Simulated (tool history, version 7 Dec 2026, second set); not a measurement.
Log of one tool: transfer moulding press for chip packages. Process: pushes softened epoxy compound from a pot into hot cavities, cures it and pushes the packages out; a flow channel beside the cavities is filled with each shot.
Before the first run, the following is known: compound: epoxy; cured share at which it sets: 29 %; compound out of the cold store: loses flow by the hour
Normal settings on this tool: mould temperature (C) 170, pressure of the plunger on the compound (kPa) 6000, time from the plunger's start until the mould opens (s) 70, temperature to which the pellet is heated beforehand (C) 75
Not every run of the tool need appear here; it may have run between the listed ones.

| run | hour | mould temperature (C) | pressure of the plunger on the compound (kPa) | time from the plunger's start until the mould opens (s) | temperature to which the pellet is heated beforehand (C) | incoming compound's hours out of the cold store | length that the compound runs in the flow channel (mm) | greatest force on the pins that push the packages out (N) |
|---|---|---|---|---|---|---|---|---|
| 1 | 0 | 170 | 6000 | 70 | 75 | 30.1 | 737 | 736 |
| 2 | 5.7 | 170 | 6000 | 70 | 75 | 32.1 | 715 | 765 |
| 3 | 12.1 | 170 | 6000 | 88 | 75 | 32.5 | 734 | 707 |
| 4 | 16.3 | 170 | 6000 | 88 | 75 | 8.3 | 800 | 695 |
| 5 | 21.3 | 170 | 6000 | 88 | 75 | 27.3 | 740 | 699 |
|  | 24 | cavities cleaned with cleaning compound and waxed |
| 6 | 30.9 | 170 | 6000 | 88 | 75 | 44.8 | 684 | 480 |
| 7 | 36.1 | 170 | 6000 | 88 | 75 | 23.4 | 748 | 541 |
| 8 | 40.2 | 170 | 6000 | 88 | 75 | 36.4 | 714 | 577 |
| 9 | 48.9 | 170 | 6000 | 70 | 75 | 38.7 | 712 | 695 |
| 10 | 55.8 | 170 | 6000 | 70 | 75 | 33.7 | 713 | 773 |
| 11 | 60.7 | 170 | 6000 | 70 | 75 | 37.2 | 704 | 793 |
| 12 | 67.8 | 170 | 6000 | 70 | 75 | 9.4 | 802 | 837 |
|  | 73.4 | cavities cleaned with cleaning compound and waxed |
| 13 | 75.7 | 170 | 5770 | 70 | 75 | 21.7 | 743 | 509 |
| 14 | 83.1 | 170 | 5770 | 70 | 75 | 12 | 755 | 632 |
| 15 | 89.4 | 170 | 5770 | 70 | 75 | 16.1 | 739 | 682 |
| 16 | 98.1 | 170 | 5770 | 70 | 75 | 36.1 | 686 | 714 |
| 17 | 102.7 | 170 | 5770 | 70 | 75 | 8.5 | 775 | 798 |
| 18 | 110.6 | 170 | 5770 | 70 | 82 | 11.5 | 757 | 801 |

Estimate the outcome of run 19 from the log above:
| 19 | 116.3 | 168 | 4800 | 109 | 79 | 27.4 | ? | ? |

length that the compound runs in the flow channel (mm): 661
greatest force on the pins that push the packages out (N): 700
With the hidden condition absent and the run-to-run variation left alone, this run would have shown length that the compound runs in the flow channel (mm) 703, greatest force on the pins that push the packages out (N) 396.
